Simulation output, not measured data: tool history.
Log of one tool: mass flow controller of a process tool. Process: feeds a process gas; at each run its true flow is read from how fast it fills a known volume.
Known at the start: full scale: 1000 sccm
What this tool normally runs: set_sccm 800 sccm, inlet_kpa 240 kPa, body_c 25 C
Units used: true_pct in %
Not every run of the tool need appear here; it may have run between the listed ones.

{"run": 1, "hour": 0.0, "set_sccm": 800, "inlet_kpa": 240, "body_c": 25, "true_pct": 99.73}
{"run": 2, "hour": 228.2, "set_sccm": 800, "inlet_kpa": 240, "body_c": 25, "true_pct": 99.92}
{"run": 3, "hour": 515.2, "set_sccm": 800, "inlet_kpa": 240, "body_c": 33, "true_pct": 99.79}
{"run": 4, "hour": 815.7, "set_sccm": 800, "inlet_kpa": 240, "body_c": 33, "true_pct": 99.9}
{"run": 5, "hour": 1093.3, "set_sccm": 431, "inlet_kpa": 240, "body_c": 25, "true_pct": 99.29}
{"run": 6, "hour": 1339.0, "set_sccm": 431, "inlet_kpa": 240, "body_c": 25, "true_pct": 99.42}
{"run": 7, "hour": 1576.5, "set_sccm": 425, "inlet_kpa": 240, "body_c": 25, "true_pct": 99.39}
{"run": 8, "hour": 1791.3, "set_sccm": 425, "inlet_kpa": 240, "body_c": 25, "true_pct": 99.38}
{"run": 9, "hour": 2142.0, "set_sccm": 425, "inlet_kpa": 168, "body_c": 25, "true_pct": 99.16}
{"run": 10, "hour": 2391.9, "set_sccm": 425, "inlet_kpa": 168, "body_c": 26, "true_pct": 99.14}
{"run": 11, "hour": 2613.2, "set_sccm": 800, "inlet_kpa": 240, "body_c": 35, "true_pct": 100.32}
{"run": 12, "hour": 2758.6, "set_sccm": 800, "inlet_kpa": 240, "body_c": 35, "true_pct": 100.33}
{"run": 13, "hour": 3105.3, "set_sccm": 568, "inlet_kpa": 240, "body_c": 25, "true_pct": 100.19}
{"run": 14, "hour": 3338.2, "set_sccm": 568, "inlet_kpa": 240, "body_c": 25, "true_pct": 100.22}
{"run": 15, "hour": 3538.7, "set_sccm": 568, "inlet_kpa": 240, "body_c": 25, "true_pct": 100.37}
{"run": 16, "hour": 3890.7, "set_sccm": 800, "inlet_kpa": 278, "body_c": 25, "true_pct": 101.15}
{"run": 17, "hour": 4216.2, "set_sccm": 800, "inlet_kpa": 169, "body_c": 25, "true_pct": 100.7}
{"run": 18, "hour": 4424.0, "set_sccm": 800, "inlet_kpa": 169, "body_c": 20, "true_pct": 100.7}
{"run": 19, "hour": 4744.8, "set_sccm": 800, "inlet_kpa": 176, "body_c": 25, "true_pct": 100.84}
{"run": 20, "hour": 5061.2, "set_sccm": 800, "inlet_kpa": 240, "body_c": 20, "true_pct": 101.34}
{"run": 21, "hour": 5257.2, "set_sccm": 780, "inlet_kpa": 240, "body_c": 25, "true_pct": 101.19}
{"run": 22, "hour": 5601.1, "set_sccm": 800, "inlet_kpa": 240, "body_c": 25, "true_pct": 101.29}
{"run": 23, "hour": 5767.8, "set_sccm": 800, "inlet_kpa": 240, "body_c": 25, "true_pct": 101.32}
{"run": 24, "hour": 6121.6, "set_sccm": 800, "inlet_kpa": 240, "body_c": 25, "true_pct": 101.58}
{"run": 25, "hour": 6319.4, "set_sccm": 671, "inlet_kpa": 218, "body_c": 25, "true_pct": 101.13}
{"run": 26, "hour": 6496.7, "set_sccm": 143, "inlet_kpa": 215, "body_c": 24, "true_pct": 98.26}

What will run 27 give?
{"run": 27, "hour": 6643.5, "set_sccm": 800, "inlet_kpa": 268, "body_c": 21, "true_pct": "?"}

{"run 27": {"true_pct": 101.87}}
On a tool with no hidden condition, and with the same random variation, this run would have come out at true_pct 100.05 %.

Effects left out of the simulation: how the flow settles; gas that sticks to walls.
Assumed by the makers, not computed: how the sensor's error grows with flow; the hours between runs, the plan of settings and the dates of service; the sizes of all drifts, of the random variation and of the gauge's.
